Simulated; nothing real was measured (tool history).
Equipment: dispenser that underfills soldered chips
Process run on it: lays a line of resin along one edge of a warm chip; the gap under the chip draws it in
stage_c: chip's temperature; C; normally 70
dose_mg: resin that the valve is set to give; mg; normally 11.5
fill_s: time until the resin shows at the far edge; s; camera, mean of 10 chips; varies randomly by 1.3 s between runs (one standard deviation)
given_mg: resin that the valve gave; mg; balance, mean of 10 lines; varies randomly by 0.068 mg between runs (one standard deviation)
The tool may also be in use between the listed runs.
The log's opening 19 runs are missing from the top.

{"run": 20, "hour": 82.3, "stage_c": 80, "dose_mg": 10.4, "fill_s": 123, "given_mg": 9.52}
{"run": 21, "hour": 88.3, "stage_c": 80, "dose_mg": 10.9, "fill_s": 145.4, "given_mg": 9.98}
{"hour": 91.6, "done": "new syringe of resin"}
{"run": 22, "hour": 91.7, "stage_c": 80, "dose_mg": 10.9, "fill_s": 91.8, "given_mg": 9.9}
{"run": 23, "hour": 95.2, "stage_c": 61, "dose_mg": 11.7, "fill_s": 207.6, "given_mg": 10.65}
{"run": 24, "hour": 99.0, "stage_c": 74, "dose_mg": 11.6, "fill_s": 138.3, "given_mg": 10.42}
{"run": 25, "hour": 104.0, "stage_c": 83, "dose_mg": 11.8, "fill_s": 113.5, "given_mg": 10.55}
{"hour": 110.1, "done": "new syringe of resin"}
{"run": 26, "hour": 110.2, "stage_c": 77, "dose_mg": 12.5, "fill_s": 98.2, "given_mg": 11.22}
{"run": 27, "hour": 115.4, "stage_c": 55, "dose_mg": 13.4, "fill_s": 274.9, "given_mg": 11.88}
{"hour": 116.7, "done": "dispensing valve cleaned and set on the balance"}
{"run": 28, "hour": 120.1, "stage_c": 81, "dose_mg": 10, "fill_s": 115, "given_mg": 9.87}
{"run": 29, "hour": 126.1, "stage_c": 72, "dose_mg": 12.2, "fill_s": 183.6, "given_mg": 12.15}
{"hour": 130.1, "done": "new syringe of resin"}
{"run": 30, "hour": 132.6, "stage_c": 77, "dose_mg": 13.1, "fill_s": 103.8, "given_mg": 13.05}
{"run": 31, "hour": 138.5, "stage_c": 76, "dose_mg": 14.5, "fill_s": 126, "given_mg": 14.17}
{"run": 32, "hour": 141.6, "stage_c": 76, "dose_mg": 14.5, "fill_s": 139.6, "given_mg": 14.4}
{"run": 33, "hour": 148.0, "stage_c": 57, "dose_mg": 10.7, "fill_s": 383.4, "given_mg": 10.56}
{"hour": 149.0, "done": "new syringe of resin"}
{"run": 34, "hour": 152.4, "stage_c": 57, "dose_mg": 10.7, "fill_s": 249.5, "given_mg": 10.46}
{"run": 35, "hour": 157.7, "stage_c": 81, "dose_mg": 12, "fill_s": 109.7, "given_mg": 11.84}

What if the next run were any one of these 3? Each begins from the tool's condition after run 35:
{"run": "A", "hour": 163.5, "stage_c": 57, "dose_mg": 11.5, "fill_s": "?", "given_mg": "?"}
{"run": "B", "hour": 163.5, "stage_c": 76, "dose_mg": 13.7, "fill_s": "?", "given_mg": "?"}
{"run": "C", "hour": 163.5, "stage_c": 81, "dose_mg": 11.5, "fill_s": "?", "given_mg": "?"}

run=A fill_s=339.2 given_mg=11.22
run=B fill_s=154 given_mg=13.37
run=C fill_s=132 given_mg=11.18
Stripped of hidden state, with their random variation kept, the same runs would have yielded:
run=A fill_s=208.5 given_mg=11.51
run=B fill_s=95.8 given_mg=13.72
run=C fill_s=81.9 given_mg=11.47
